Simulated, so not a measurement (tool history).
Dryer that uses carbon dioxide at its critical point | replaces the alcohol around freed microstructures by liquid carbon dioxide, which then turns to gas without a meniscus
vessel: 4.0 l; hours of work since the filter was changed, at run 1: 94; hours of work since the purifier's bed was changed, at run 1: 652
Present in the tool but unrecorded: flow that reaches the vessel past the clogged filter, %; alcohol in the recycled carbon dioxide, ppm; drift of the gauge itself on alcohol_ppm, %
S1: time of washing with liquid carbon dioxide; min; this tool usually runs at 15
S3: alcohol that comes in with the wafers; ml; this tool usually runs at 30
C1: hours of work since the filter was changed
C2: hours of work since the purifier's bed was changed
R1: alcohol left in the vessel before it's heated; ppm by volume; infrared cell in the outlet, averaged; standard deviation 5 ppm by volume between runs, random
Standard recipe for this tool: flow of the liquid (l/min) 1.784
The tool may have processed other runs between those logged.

{"run": 1, "day": 0.0, "S1": 15, "flow of the liquid (l/min)": 1.784, "S3": 30, "C1": 94, "C2": 652, "R1": 53}
{"run": 2, "day": 1.396, "S1": 15, "flow of the liquid (l/min)": 1.784, "S3": 30, "C1": 113, "C2": 671, "R1": 56}
{"run": 3, "day": 2.188, "S1": 15, "flow of the liquid (l/min)": 1.784, "S3": 46, "C1": 124, "C2": 683, "R1": 83}
{"run": 4, "day": 3.05, "S1": 15, "flow of the liquid (l/min)": 1.784, "S3": 25, "C1": 136, "C2": 695, "R1": 64}
{"run": 5, "day": 4.217, "S1": 15, "flow of the liquid (l/min)": 1.08, "S3": 30, "C1": 153, "C2": 711, "R1": 310}
{"run": 6, "day": 5.0, "S1": 15, "flow of the liquid (l/min)": 1.784, "S3": 30, "C1": 164, "C2": 722, "R1": 68}
{"run": 7, "day": 5.804, "S1": 15, "flow of the liquid (l/min)": 1.47, "S3": 30, "C1": 175, "C2": 733, "R1": 120}
{"day": 6.533, "done": "inlet filter changed"}
{"run": 8, "day": 7.038, "S1": 15, "flow of the liquid (l/min)": 2.67, "S3": 30, "C1": 7, "C2": 750, "R1": 35}
{"run": 9, "day": 8.108, "S1": 15, "flow of the liquid (l/min)": 2.67, "S3": 30, "C1": 22, "C2": 765, "R1": 37}
{"run": 10, "day": 9.496, "S1": 15, "flow of the liquid (l/min)": 2.96, "S3": 30, "C1": 42, "C2": 785, "R1": 37}
{"run": 11, "day": 10.35, "S1": 14, "flow of the liquid (l/min)": 1.784, "S3": 30, "C1": 54, "C2": 797, "R1": 71}
{"run": 12, "day": 11.325, "S1": 15, "flow of the liquid (l/min)": 2.31, "S3": 30, "C1": 67, "C2": 810, "R1": 36}
{"run": 13, "day": 12.696, "S1": 15, "flow of the liquid (l/min)": 1.784, "S3": 30, "C1": 86, "C2": 829, "R1": 62}
{"run": 14, "day": 13.746, "S1": 15, "flow of the liquid (l/min)": 1.784, "S3": 30, "C1": 101, "C2": 844, "R1": 61}
{"run": 15, "day": 14.6, "S1": 15, "flow of the liquid (l/min)": 1.784, "S3": 30, "C1": 113, "C2": 856, "R1": 73}
{"run": 16, "day": 15.517, "S1": 15, "flow of the liquid (l/min)": 1.784, "S3": 30, "C1": 126, "C2": 869, "R1": 60}
{"run": 17, "day": 16.179, "S1": 15, "flow of the liquid (l/min)": 1.784, "S3": 38, "C1": 135, "C2": 878, "R1": 77}
{"run": 18, "day": 17.292, "S1": 15, "flow of the liquid (l/min)": 1.784, "S3": 38, "C1": 151, "C2": 894, "R1": 79}
{"run": 19, "day": 17.946, "S1": 15, "flow of the liquid (l/min)": 1.784, "S3": 77, "C1": 160, "C2": 903, "R1": 121}
{"run": 20, "day": 18.771, "S1": 15, "flow of the liquid (l/min)": 1.784, "S3": 97, "C1": 172, "C2": 915, "R1": 153}
{"run": 21, "day": 19.433, "S1": 15, "flow of the liquid (l/min)": 1.784, "S3": 97, "C1": 181, "C2": 924, "R1": 149}
{"day": 19.738, "done": "inlet filter changed"}
{"run": 22, "day": 20.942, "S1": 15, "flow of the liquid (l/min)": 1.784, "S3": 30, "C1": 17, "C2": 945, "R1": 76}
{"run": 23, "day": 22.133, "S1": 15, "flow of the liquid (l/min)": 1.784, "S3": 30, "C1": 34, "C2": 961, "R1": 63}
{"run": 24, "day": 22.817, "S1": 15, "flow of the liquid (l/min)": 1.784, "S3": 30, "C1": 43, "C2": 971, "R1": 54}
{"run": 25, "day": 24.033, "S1": 11, "flow of the liquid (l/min)": 1.95, "S3": 30, "C1": 60, "C2": 988, "R1": 121}
{"run": 26, "day": 25.267, "S1": 23, "flow of the liquid (l/min)": 1.784, "S3": 30, "C1": 78, "C2": 1005, "R1": 44}
{"run": 27, "day": 26.771, "S1": 23, "flow of the liquid (l/min)": 2.17, "S3": 85, "C1": 99, "C2": 1026, "R1": 45}
{"run": 28, "day": 27.967, "S1": 23, "flow of the liquid (l/min)": 2.19, "S3": 53, "C1": 115, "C2": 1043, "R1": 41}
{"run": 29, "day": 29.017, "S1": 15, "flow of the liquid (l/min)": 1.43, "S3": 30, "C1": 130, "C2": 1058, "R1": 141}
{"run": 30, "day": 29.642, "S1": 15, "flow of the liquid (l/min)": 1.43, "S3": 30, "C1": 139, "C2": 1067, "R1": 145}
{"run": 31, "day": 30.762, "S1": 15, "flow of the liquid (l/min)": 1.16, "S3": 30, "C1": 155, "C2": 1082, "R1": 274}
{"run": 32, "day": 31.821, "S1": 22, "flow of the liquid (l/min)": 1.16, "S3": 30, "C1": 170, "C2": 1097, "R1": 89}
{"day": 32.871, "done": "inlet filter changed"}
{"run": 33, "day": 33.054, "S1": 17, "flow of the liquid (l/min)": 2.27, "S3": 26, "C1": 3, "C2": 1114, "R1": 55}
{"run": 34, "day": 34.071, "S1": 15, "flow of the liquid (l/min)": 1.784, "S3": 27, "C1": 17, "C2": 1128, "R1": 72}
{"run": 35, "day": 34.942, "S1": 10, "flow of the liquid (l/min)": 1.34, "S3": 27, "C1": 29, "C2": 1141, "R1": 432}
{"run": 36, "day": 35.85, "S1": 10, "flow of the liquid (l/min)": 1.34, "S3": 27, "C1": 42, "C2": 1153, "R1": 442}
{"run": 37, "day": 36.5, "S1": 23, "flow of the liquid (l/min)": 1.62, "S3": 30, "C1": 51, "C2": 1162, "R1": 51}
{"run": 38, "day": 37.408, "S1": 12, "flow of the liquid (l/min)": 1.08, "S3": 94, "C1": 64, "C2": 1175, "R1": 1579}
{"run": 39, "day": 38.9, "S1": 15, "flow of the liquid (l/min)": 1.93, "S3": 30, "C1": 85, "C2": 1196, "R1": 70}
{"run": 40, "day": 40.258, "S1": 15, "flow of the liquid (l/min)": 1.93, "S3": 30, "C1": 104, "C2": 1215, "R1": 79}
{"run": 41, "day": 41.662, "S1": 15, "flow of the liquid (l/min)": 1.17, "S3": 30, "C1": 123, "C2": 1235, "R1": 253}
{"run": 42, "day": 42.35, "S1": 20, "flow of the liquid (l/min)": 2.19, "S3": 37, "C1": 133, "C2": 1244, "R1": 48}
{"run": 43, "day": 43.525, "S1": 20, "flow of the liquid (l/min)": 2.19, "S3": 37, "C1": 150, "C2": 1261, "R1": 62}
{"run": 44, "day": 44.592, "S1": 12, "flow of the liquid (l/min)": 1.15, "S3": 34, "C1": 165, "C2": 1276, "R1": 566}
{"day": 46.017, "done": "inlet filter changed"}
{"run": 45, "day": 46.017, "S1": 13, "flow of the liquid (l/min)": 1.784, "S3": 30, "C1": 0, "C2": 1295, "R1": 96}
{"run": 46, "day": 47.079, "S1": 13, "flow of the liquid (l/min)": 1.784, "S3": 30, "C1": 15, "C2": 1310, "R1": 104}
{"run": 47, "day": 48.467, "S1": 13, "flow of the liquid (l/min)": 1.7, "S3": 108, "C1": 34, "C2": 1330, "R1": 305}
{"run": 48, "day": 49.812, "S1": 22, "flow of the liquid (l/min)": 1.784, "S3": 26, "C1": 53, "C2": 1349, "R1": 57}

How would selected steps in R1 from run to run divide? Give the signed amount a tool lacking its hidden state would still show from settings, what came in and random variation, and the signed amount left for the hidden state, including any gauge scatter that is not in both of the compared results.
Run 37 -> 38: S1 23 -> 12, flow of the liquid (l/min) 1.620 -> 1.080, S3 30 -> 94. R1 +1528 ppm by volume: hidden state +104, all else +1424.
Run 38 -> 39: S1 12 -> 15, flow of the liquid (l/min) 1.080 -> 1.930, S3 94 -> 30. R1 -1509 ppm by volume: hidden state -100, all else -1409.
Run 43 -> 44: S1 20 -> 12, flow of the liquid (l/min) 2.190 -> 1.150, S3 37 -> 34. R1 +504 ppm by volume: hidden state +86, all else +418.
